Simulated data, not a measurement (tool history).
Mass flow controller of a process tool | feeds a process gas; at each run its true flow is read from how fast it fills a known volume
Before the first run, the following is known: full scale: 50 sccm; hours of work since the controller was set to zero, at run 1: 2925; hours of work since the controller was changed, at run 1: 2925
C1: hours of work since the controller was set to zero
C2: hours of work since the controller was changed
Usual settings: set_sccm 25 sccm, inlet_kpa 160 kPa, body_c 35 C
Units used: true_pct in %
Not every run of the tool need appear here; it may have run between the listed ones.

{"run": 1, "day": 0.0, "set_sccm": 25, "inlet_kpa": 160, "body_c": 35, "C1": 2925, "C2": 2925, "true_pct": 99.83}
{"run": 2, "day": 11.2, "set_sccm": 25, "inlet_kpa": 160, "body_c": 35, "C1": 3108, "C2": 3108, "true_pct": 99.97}
{"run": 3, "day": 22.071, "set_sccm": 25, "inlet_kpa": 160, "body_c": 35, "C1": 3285, "C2": 3285, "true_pct": 99.89}
{"run": 4, "day": 36.404, "set_sccm": 25, "inlet_kpa": 160, "body_c": 35, "C1": 3520, "C2": 3520, "true_pct": 99.93}
{"run": 5, "day": 48.217, "set_sccm": 14, "inlet_kpa": 160, "body_c": 35, "C1": 3713, "C2": 3713, "true_pct": 99.13}
{"run": 6, "day": 60.167, "set_sccm": 25, "inlet_kpa": 160, "body_c": 35, "C1": 3908, "C2": 3908, "true_pct": 99.8}
{"run": 7, "day": 75.917, "set_sccm": 25, "inlet_kpa": 254, "body_c": 35, "C1": 4165, "C2": 4165, "true_pct": 99.07}
{"run": 8, "day": 86.829, "set_sccm": 25, "inlet_kpa": 254, "body_c": 35, "C1": 4344, "C2": 4344, "true_pct": 98.96}
{"run": 9, "day": 100.333, "set_sccm": 25, "inlet_kpa": 254, "body_c": 35, "C1": 4565, "C2": 4565, "true_pct": 99.06}
{"run": 10, "day": 114.342, "set_sccm": 25, "inlet_kpa": 254, "body_c": 35, "C1": 4793, "C2": 4793, "true_pct": 99.11}
{"run": 11, "day": 123.283, "set_sccm": 7, "inlet_kpa": 195, "body_c": 30, "C1": 4940, "C2": 4940, "true_pct": 97.85}

Selected run-to-run steps in true_pct, each split into two signed amounts: the part the tool would show with no hidden state at all (from settings, incoming material and random variation), and the remainder, which goes to the hidden state together with any gauge scatter not common to the measured and the hidden-state-free results:
Hidden state present: flow at rest that the sensor doesn't see, % of full scale; true flow over the shown one, %; drift of the gauge itself on true_pct, %.
Run 3 -> 4: no setting changed, nothing entered. true_pct +0.04 %: hidden state -0.04, all else +0.08.
Run 10 -> 11: set_sccm 25 -> 7, inlet_kpa 254 -> 195, body_c 35 -> 30. true_pct -1.26 %: hidden state -0.02, all else -1.24.
